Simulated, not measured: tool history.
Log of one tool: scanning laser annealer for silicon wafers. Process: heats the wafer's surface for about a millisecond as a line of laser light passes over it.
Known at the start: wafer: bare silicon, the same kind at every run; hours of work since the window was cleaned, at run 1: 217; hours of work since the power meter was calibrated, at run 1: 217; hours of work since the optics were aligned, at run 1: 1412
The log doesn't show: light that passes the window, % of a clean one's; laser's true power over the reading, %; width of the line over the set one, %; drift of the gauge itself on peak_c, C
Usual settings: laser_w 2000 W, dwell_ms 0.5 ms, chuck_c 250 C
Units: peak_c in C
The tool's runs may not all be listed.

run,hour,laser_w,dwell_ms,chuck_c,hours of work since the window was cleaned,hours of work since the power meter was calibrated,hours of work since the optics were aligned,peak_c
1,0,2000,0.5,250,217,217,1412,1065
2,68.8,2000,0.5,250,248,248,1442,1062
3,125.9,2000,0.5,250,273,273,1467,1062
4,167.4,2000,0.5,250,291,291,1486,1060
5,233.3,2000,0.5,250,320,320,1515,1064
6,289.2,2000,0.5,250,345,345,1539,1059
# hour 314: window over the wafer cleaned
7,337.4,2000,0.5,250,10,365,1560,1061
8,412.2,2000,0.5,250,43,398,1593,1066
9,470.6,2000,0.514,250,69,424,1619,1076
10,506.3,2000,0.514,250,85,440,1634,1076
# hour 532.2: optics aligned, line set to its width
11,546.8,2000,0.514,250,100,455,6,1076
12,633.6,2000,0.514,250,139,494,45,1071
13,710.5,2000,0.514,250,173,527,79,1074
14,746.7,2000,0.514,246,188,543,94,1068
15,817.7,2000,0.5,250,220,575,126,1062
16,875.5,2000,0.5,250,245,600,151,1066
17,958.9,2000,0.5,250,282,637,188,1060
18,1000.4,2000,0.5,250,300,655,206,1063
19,1083.3,2000,0.5,250,337,692,243,1063
# hour 1128.5: window over the wafer cleaned
20,1153.6,2000,0.5,250,11,722,273,1062
21,1192.3,2000,0.5,250,28,739,290,1061
22,1258.9,1718,0.617,256,57,768,319,1034
23,1337.8,1718,0.617,256,92,803,354,1033
24,1416.6,2162,0.372,210,127,838,389,961
25,1501.8,2162,0.372,210,164,875,426,960
26,1562.3,2162,0.402,210,191,902,453,991
27,1637.5,2162,0.402,210,224,935,486,997
28,1719.1,1712,0.434,286,260,971,522,922
29,1788.4,1947,0.5,250,291,1002,553,1040
30,1861.4,1935,0.409,234,323,1034,585,937
# hour 1934.8: window over the wafer cleaned
31,1945.3,1935,0.409,234,5,1070,621,939
32,1995.8,2063,0.5,219,27,1092,643,1057
33,2064.6,2042,0.588,234,57,1123,674,1145
34,2108.9,1865,0.558,250,77,1142,693,1053
35,2165.9,1749,0.55,250,102,1167,718,992

Run 36 comes next. What will it give?
36,2207.8,2154,0.419,250,120,1186,737,?

{"run 36": {"peak_c": 1046}}
Without the tool's hidden state the same run would have given peak_c 1047 C.
